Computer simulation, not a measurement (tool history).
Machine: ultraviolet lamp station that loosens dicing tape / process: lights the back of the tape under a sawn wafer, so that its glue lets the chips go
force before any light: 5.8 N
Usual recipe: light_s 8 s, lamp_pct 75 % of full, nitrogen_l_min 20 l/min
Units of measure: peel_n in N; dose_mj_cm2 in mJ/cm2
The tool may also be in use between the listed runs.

{"run": 1, "hour": 0.0, "light_s": 8, "lamp_pct": 75, "nitrogen_l_min": 20, "peel_n": 0.38, "dose_mj_cm2": 245}
{"run": 2, "hour": 34.7, "light_s": 5, "lamp_pct": 75, "nitrogen_l_min": 20, "peel_n": 0.8, "dose_mj_cm2": 152}
{"run": 3, "hour": 64.8, "light_s": 8, "lamp_pct": 73, "nitrogen_l_min": 20, "peel_n": 0.384, "dose_mj_cm2": 238}
{"run": 4, "hour": 106.6, "light_s": 8, "lamp_pct": 73, "nitrogen_l_min": 20, "peel_n": 0.38, "dose_mj_cm2": 237}
{"run": 5, "hour": 137.8, "light_s": 5, "lamp_pct": 75, "nitrogen_l_min": 20, "peel_n": 0.803, "dose_mj_cm2": 153}
{"run": 6, "hour": 164.3, "light_s": 7, "lamp_pct": 75, "nitrogen_l_min": 20, "peel_n": 0.477, "dose_mj_cm2": 217}
{"run": 7, "hour": 194.8, "light_s": 12, "lamp_pct": 75, "nitrogen_l_min": 20, "peel_n": 0.264, "dose_mj_cm2": 369}
{"run": 8, "hour": 227.9, "light_s": 8, "lamp_pct": 63, "nitrogen_l_min": 21, "peel_n": 0.473, "dose_mj_cm2": 209}
{"run": 9, "hour": 275.9, "light_s": 4, "lamp_pct": 63, "nitrogen_l_min": 24, "peel_n": 1.374, "dose_mj_cm2": 108}
{"run": 10, "hour": 298.6, "light_s": 6, "lamp_pct": 70, "nitrogen_l_min": 20, "peel_n": 0.647, "dose_mj_cm2": 172}
{"run": 11, "hour": 328.7, "light_s": 11, "lamp_pct": 100, "nitrogen_l_min": 20, "peel_n": 0.246, "dose_mj_cm2": 448}
{"run": 12, "hour": 375.1, "light_s": 5, "lamp_pct": 81, "nitrogen_l_min": 18, "peel_n": 0.714, "dose_mj_cm2": 163}
{"run": 13, "hour": 401.5, "light_s": 5, "lamp_pct": 81, "nitrogen_l_min": 18, "peel_n": 0.714, "dose_mj_cm2": 163}

Below are 3 alternative next runs, each starting from the tool's condition after run 13. Predict each:
{"hour": 415.3, "done": "window cleaned of glue's vapour"}
{"run": "A", "hour": 438.3, "light_s": 6, "lamp_pct": 69, "nitrogen_l_min": 20, "peel_n": "?", "dose_mj_cm2": "?"}
{"hour": 415.3, "done": "window cleaned of glue's vapour"}
{"run": "B", "hour": 438.3, "light_s": 5, "lamp_pct": 61, "nitrogen_l_min": 17, "peel_n": "?", "dose_mj_cm2": "?"}
{"hour": 415.3, "done": "window cleaned of glue's vapour"}
{"run": "C", "hour": 438.3, "light_s": 5, "lamp_pct": 81, "nitrogen_l_min": 9, "peel_n": "?", "dose_mj_cm2": "?"}

run=A peel_n=0.687 dose_mj_cm2=170
run=B peel_n=1.143 dose_mj_cm2=123
run=C peel_n=0.923 dose_mj_cm2=165
With the hidden condition removed and each run's random variation left untouched, the same runs would have given:
run=A peel_n=0.682 dose_mj_cm2=171
run=B peel_n=1.137 dose_mj_cm2=124
run=C peel_n=0.917 dose_mj_cm2=165

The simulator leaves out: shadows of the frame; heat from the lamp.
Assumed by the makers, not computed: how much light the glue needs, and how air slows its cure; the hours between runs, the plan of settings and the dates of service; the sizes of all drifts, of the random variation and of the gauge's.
